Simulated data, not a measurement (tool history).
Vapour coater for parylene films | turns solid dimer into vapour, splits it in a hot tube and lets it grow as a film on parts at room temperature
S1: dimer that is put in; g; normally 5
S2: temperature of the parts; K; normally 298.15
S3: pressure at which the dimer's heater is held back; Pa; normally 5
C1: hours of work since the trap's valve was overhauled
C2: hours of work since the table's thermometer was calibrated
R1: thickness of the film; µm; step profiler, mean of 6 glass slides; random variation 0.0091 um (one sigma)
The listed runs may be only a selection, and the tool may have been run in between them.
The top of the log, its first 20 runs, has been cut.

run	hour	S1	S2	S3	C1	C2	R1
21	1207.9	5	298.15	5	125	109	1.373
22	1288.6	5	298.15	5	160	143	1.374
23	1334.6	5	298.15	5	179	163	1.354
24	1419.2	5	298.15	5	215	199	1.348
25	1457.2	4	291.15	4.73	232	215	1.206
26	1520.5	2	298.15	5	259	242	0.536
27	1601.2	5	291.15	4.66	293	276	1.486
28	1684	5	291.15	4.66	328	312	1.468
29	1743.2	5	291.15	4.66	354	337	1.475
# hour 1828: trap's valve overhauled
30	1830.6	5	291.15	4.66	1	373	1.6
31	1887.6	8	307.15	11.44	25	397	1.739
32	1957.7	8	307.15	11.44	55	427	1.734
33	1994.3	5	299.15	4.85	71	442	1.36
34	2058	6	306.15	5	98	470	1.465
35	2131	3	307.15	5	129	501	0.728
36	2197.3	3	307.15	5	158	529	0.711
37	2270.6	3	307.15	5	189	560	0.698
38	2332.1	6	305.15	6.74	215	587	1.395

Run 39 is up next; what results do you expect?
39	2386.9	8	298.15	2.32	239	610	?

{"run 39": {"R1": 2.385}}
If the tool had no hidden condition, the same run with the same run-to-run variation would have returned R1 2.541 µm.
